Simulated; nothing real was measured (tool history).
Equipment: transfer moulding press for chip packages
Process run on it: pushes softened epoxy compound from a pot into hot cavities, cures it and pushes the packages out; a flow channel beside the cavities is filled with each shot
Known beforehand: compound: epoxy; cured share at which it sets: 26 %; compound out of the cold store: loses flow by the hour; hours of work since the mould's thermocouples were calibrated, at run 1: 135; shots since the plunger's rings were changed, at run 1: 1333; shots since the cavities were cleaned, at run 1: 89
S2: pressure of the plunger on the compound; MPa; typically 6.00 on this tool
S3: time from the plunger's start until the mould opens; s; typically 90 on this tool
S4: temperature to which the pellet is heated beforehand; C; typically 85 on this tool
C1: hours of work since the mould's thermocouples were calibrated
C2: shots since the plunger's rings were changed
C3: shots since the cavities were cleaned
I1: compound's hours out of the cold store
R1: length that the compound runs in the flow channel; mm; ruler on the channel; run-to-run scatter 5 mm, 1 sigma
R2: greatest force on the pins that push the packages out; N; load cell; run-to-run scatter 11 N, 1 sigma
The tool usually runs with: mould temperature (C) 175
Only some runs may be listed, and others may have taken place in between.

run 1 hour=0.0 | mould_temperature_(C)=175 S2=6.00 S3=90 S4=85 | C1=135 C2=1333 C3=89 | I1=43.3 | R1=475 R2=567
run 2 hour=18.7 | mould_temperature_(C)=175 S2=7.47 S3=90 S4=85 | C1=146 C2=1541 C3=297 | I1=46.7 | R1=512 R2=657
run 3 hour=35.8 | mould_temperature_(C)=175 S2=7.47 S3=90 S4=85 | C1=156 C2=1731 C3=487 | I1=21.4 | R1=599 R2=729
-- hour=43.4 cavities cleaned with cleaning compound and waxed
run 4 hour=56.8 | mould_temperature_(C)=175 S2=7.47 S3=90 S4=85 | C1=168 C2=1947 C3=149 | I1=18.6 | R1=611 R2=597
run 5 hour=67.7 | mould_temperature_(C)=175 S2=7.47 S3=90 S4=85 | C1=174 C2=2069 C3=271 | I1=23.4 | R1=600 R2=657
run 6 hour=78.4 | mould_temperature_(C)=177 S2=6.00 S3=90 S4=85 | C1=181 C2=2187 C3=389 | I1=39.9 | R1=489 R2=642
-- hour=95.9 cavities cleaned with cleaning compound and waxed
run 7 hour=98.1 | mould_temperature_(C)=177 S2=6.72 S3=90 S4=85 | C1=191 C2=2390 C3=25 | I1=12.2 | R1=599 R2=510
run 8 hour=117.5 | mould_temperature_(C)=175 S2=6.00 S3=90 S4=85 | C1=203 C2=2605 C3=240 | I1=13.1 | R1=569 R2=669
run 9 hour=131.2 | mould_temperature_(C)=175 S2=6.00 S3=90 S4=85 | C1=211 C2=2758 C3=393 | I1=32.3 | R1=496 R2=672
run 10 hour=144.8 | mould_temperature_(C)=175 S2=6.00 S3=90 S4=85 | C1=219 C2=2908 C3=543 | I1=44.9 | R1=454 R2=730
-- hour=148.1 cavities cleaned with cleaning compound and waxed
run 11 hour=168.0 | mould_temperature_(C)=175 S2=6.00 S3=90 S4=85 | C1=232 C2=3149 C3=220 | I1=46.9 | R1=454 R2=604
run 12 hour=190.6 | mould_temperature_(C)=175 S2=6.00 S3=90 S4=85 | C1=245 C2=3400 C3=471 | I1=46.5 | R1=444 R2=704
-- hour=194.4 mould's thermocouples calibrated
-- hour=202.3 cavities cleaned with cleaning compound and waxed
run 13 hour=216.2 | mould_temperature_(C)=175 S2=6.00 S3=107 S4=85 | C1=12 C2=3647 C3=155 | I1=13.7 | R1=550 R2=520
run 14 hour=231.2 | mould_temperature_(C)=175 S2=6.00 S3=107 S4=85 | C1=21 C2=3813 C3=321 | I1=44.2 | R1=457 R2=570
-- hour=254.8 cavities cleaned with cleaning compound and waxed
run 15 hour=258.3 | mould_temperature_(C)=183 S2=6.00 S3=87 S4=85 | C1=36 C2=4098 C3=39 | I1=44.0 | R1=448 R2=438
run 16 hour=274.9 | mould_temperature_(C)=172 S2=6.00 S3=102 S4=90 | C1=46 C2=4282 C3=223 | I1=23.4 | R1=513 R2=614
run 17 hour=296.1 | mould_temperature_(C)=172 S2=6.00 S3=102 S4=90 | C1=58 C2=4518 C3=459 | I1=33.4 | R1=484 R2=674
-- hour=306.8 cavities cleaned with cleaning compound and waxed
-- hour=313.4 mould's thermocouples calibrated, once more
run 18 hour=315.0 | mould_temperature_(C)=168 S2=6.09 S3=86 S4=91 | C1=1 C2=4689 C3=69 | I1=38.4 | R1=486 R2=850
run 19 hour=327.4 | mould_temperature_(C)=175 S2=5.65 S3=90 S4=85 | C1=8 C2=4826 C3=206 | I1=21.8 | R1=501 R2=626
run 20 hour=343.3 | mould_temperature_(C)=177 S2=4.55 S3=90 S4=85 | C1=18 C2=5003 C3=383 | I1=37.5 | R1=410 R2=648
-- hour=361.8 cavities cleaned with cleaning compound and waxed
run 21 hour=364.4 | mould_temperature_(C)=173 S2=6.47 S3=125 S4=85 | C1=29 C2=5221 C3=29 | I1=46.7 | R1=463 R2=453
run 22 hour=376.7 | mould_temperature_(C)=173 S2=6.47 S3=125 S4=85 | C1=36 C2=5357 C3=165 | I1=20.4 | R1=527 R2=526
run 23 hour=388.5 | mould_temperature_(C)=181 S2=5.78 S3=80 S4=85 | C1=43 C2=5489 C3=297 | I1=9.9 | R1=538 R2=690
run 24 hour=399.8 | mould_temperature_(C)=181 S2=5.78 S3=80 S4=85 | C1=50 C2=5615 C3=423 | I1=27.8 | R1=475 R2=705
-- hour=413.8 cavities cleaned with cleaning compound and waxed
run 25 hour=421.7 | mould_temperature_(C)=175 S2=7.49 S3=86 S4=94 | C1=62 C2=5841 C3=87 | I1=31.8 | R1=541 R2=590
run 26 hour=432.5 | mould_temperature_(C)=179 S2=7.33 S3=107 S4=77 | C1=69 C2=5961 C3=207 | I1=15.8 | R1=584 R2=528
run 27 hour=444.8 | mould_temperature_(C)=179 S2=7.33 S3=107 S4=77 | C1=76 C2=6098 C3=344 | I1=41.2 | R1=495 R2=558

Below, each run's measurement less what the same run would have read without the hidden state. Both values contain the same run-to-run variation, but the gauge's scatter may not be the same in both:
What the log doesn't record here: true mould temperature over the reading, C; pressure that reaches the compound, % of what is set; grip of the stained cavities, % over clean ones'; drift of the gauge itself on flow_mm, %; drift of the gauge itself on push_out_n, %.
run=1 R1=-9 R2=+59
run=2 R1=-11 R2=+155
run=3 R1=-15 R2=+221
run=4 R1=-17 R2=+95
run=5 R1=-17 R2=+149
run=6 R1=-15 R2=+173
run=7 R1=-20 R2=+21
run=8 R1=-21 R2=+135
run=9 R1=-19 R2=+180
run=10 R1=-19 R2=+231
run=11 R1=-20 R2=+117
run=12 R1=-22 R2=+211
run=13 R1=-29 R2=+86
run=14 R1=-25 R2=+142
run=15 R1=-26 R2=+22
run=16 R1=-32 R2=+117
run=17 R1=-31 R2=+197
run=18 R1=-32 R2=+88
run=19 R1=-34 R2=+122
run=20 R1=-29 R2=+175
run=21 R1=-35 R2=+27
run=22 R1=-40 R2=+87
run=23 R1=-43 R2=+172
run=24 R1=-39 R2=+211
run=25 R1=-45 R2=+76
run=26 R1=-51 R2=+100
run=27 R1=-44 R2=+142

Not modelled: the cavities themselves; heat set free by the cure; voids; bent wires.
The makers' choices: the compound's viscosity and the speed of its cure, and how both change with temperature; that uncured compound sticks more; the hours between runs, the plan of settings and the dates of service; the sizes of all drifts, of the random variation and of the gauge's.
